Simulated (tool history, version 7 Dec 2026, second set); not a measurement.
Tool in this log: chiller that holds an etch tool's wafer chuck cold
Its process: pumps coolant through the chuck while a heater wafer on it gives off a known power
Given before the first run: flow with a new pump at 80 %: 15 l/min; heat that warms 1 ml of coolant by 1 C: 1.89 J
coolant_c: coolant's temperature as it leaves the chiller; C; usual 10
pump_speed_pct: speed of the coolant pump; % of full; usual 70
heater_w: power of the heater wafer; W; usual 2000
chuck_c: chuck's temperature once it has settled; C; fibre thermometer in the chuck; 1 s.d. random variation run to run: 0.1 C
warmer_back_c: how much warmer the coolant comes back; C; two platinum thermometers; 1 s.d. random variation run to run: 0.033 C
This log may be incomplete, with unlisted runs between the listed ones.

run   hour  coolant_c  pump_speed_pct  heater_w  chuck_c  warmer_back_c
  1    0.0         10              70      2000     24.5           4.83
  2   21.6         10              70      2000     24.7           4.83
  3   53.6         10              70      2104     25.2           5.05
  4   80.7         10              70      2247     26.4           5.39
  5  102.4         10              70      2000     24.5           4.81
  6  123.7         10              70      2000     24.7           4.77
  7  151.1         10              70      2000     24.6           4.74
  8  169.1          2              70      2000     16.7           4.73
  9  195.7          2              70      2000     16.6           4.78
 10  212.0         10              70      2000     24.7           4.73
 11  224.9         10              70      1152     18.5           2.64
 12  242.7         10              70      1152     18.4           2.75
 13  261.6         10              70      1152     18.5           2.60
 14  291.2         17              70      2269     33.6           5.39
 15  320.5         17              70      2269     33.5           5.32
 16  334.9         20              95      1125     26.5           1.81
 17  364.9         10              75      1034     17.3           2.12
 18  380.0         10              75      1034     17.2           2.17
 19  397.7          7              92      2712     23.0           4.83
 20  418.5         12              71      1189     20.6           2.66
 21  434.9         12              71      1189     20.6           2.65
 22  453.1          0              71      1189      8.5           2.61

Alternative continuations, all from the tool just after run 22; predict every row:
  A  469.8         20              70      2000        ?              ?
  B  469.8          1              70      2000        ?              ?
  C  469.8         18              70      1269        ?              ?
  D  469.8         14              94      1170        ?              ?

run  chuck_c  warmer_back_c
  A     34.7           4.64
  B     15.8           4.61
  C     27.2           2.84
  D     20.8           1.85
Without the tool's unlogged condition, the same runs would have read:
run  chuck_c  warmer_back_c
  A     34.7           4.86
  B     15.8           4.83
  C     27.2           3.07
  D     20.8           2.08
